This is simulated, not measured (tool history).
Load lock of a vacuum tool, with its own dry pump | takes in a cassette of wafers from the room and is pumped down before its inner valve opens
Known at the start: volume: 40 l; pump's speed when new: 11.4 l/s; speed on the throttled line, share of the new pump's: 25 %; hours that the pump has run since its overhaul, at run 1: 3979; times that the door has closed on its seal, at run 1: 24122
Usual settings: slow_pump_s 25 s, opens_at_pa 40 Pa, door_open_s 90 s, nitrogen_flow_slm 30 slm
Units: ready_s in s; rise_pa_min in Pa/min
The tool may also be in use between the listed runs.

| run | day | slow_pump_s | opens_at_pa | door_open_s | nitrogen_flow_slm | hours that the pump has run since its overhaul | times that the door has closed on its seal | incoming humidity of the room's air, % | ready_s | rise_pa_min |
|---|---|---|---|---|---|---|---|---|---|---|
| 1 | 0.000 | 25 | 40 | 90 | 30 | 3979 | 24122 | 44.7 | 47.2 | 0.247 |
| 2 | 18.925 | 25 | 40 | 90 | 6 | 4433 | 24755 | 46.7 | 47.2 | 0.283 |
| 3 | 31.167 | 25 | 40 | 90 | 13 | 4727 | 25164 | 48.3 | 47.4 | 0.283 |
| 4 | 51.538 | 25 | 40 | 90 | 13 | 5216 | 25844 | 45.7 | 47.7 | 0.292 |
| 5 | 72.542 | 25 | 79 | 90 | 30 | 5720 | 26546 | 41.7 | 45.5 | 0.274 |
| 6 | 94.654 | 25 | 40 | 90 | 30 | 6250 | 27285 | 42.5 | 47.6 | 0.279 |
| 7 | 108.538 | 33 | 63 | 37 | 17 | 6584 | 27748 | 39.7 | 52.1 | 0.259 |
| 8 | 120.104 | 22 | 63 | 37 | 11 | 6861 | 28135 | 45.0 | 43.8 | 0.279 |
| 9 | 134.708 | 25 | 42 | 47 | 6 | 7212 | 28623 | 45.2 | 47.5 | 0.304 |
| 10 | 149.392 | 34 | 42 | 47 | 6 | 7564 | 29113 | 44.8 | 54.0 | 0.300 |
| 11 | 159.433 | 25 | 40 | 205 | 11 | 7805 | 29449 | 45.8 | 47.7 | 0.404 |

3 ways to go on from here, each from the tool as it stands after run 11. What would each give?
| A | 174.162 | 25 | 38 | 136 | 30 | 8159 | 29941 | 46.6 | ? | ? |
| B | 174.162 | 24 | 34 | 43 | 11 | 8159 | 29941 | 42.6 | ? | ? |
| C | 174.162 | 25 | 40 | 45 | 30 | 8159 | 29941 | 45.5 | ? | ? |

| run | ready_s | rise_pa_min |
|---|---|---|
| A | 48.8 | 0.342 |
| B | 48.6 | 0.309 |
| C | 48.3 | 0.296 |
Without the tool's hidden state the same runs would have given:
| run | ready_s | rise_pa_min |
|---|---|---|
| A | 46.7 | 0.084 |
| B | 46.4 | 0.052 |
| C | 46.3 | 0.038 |
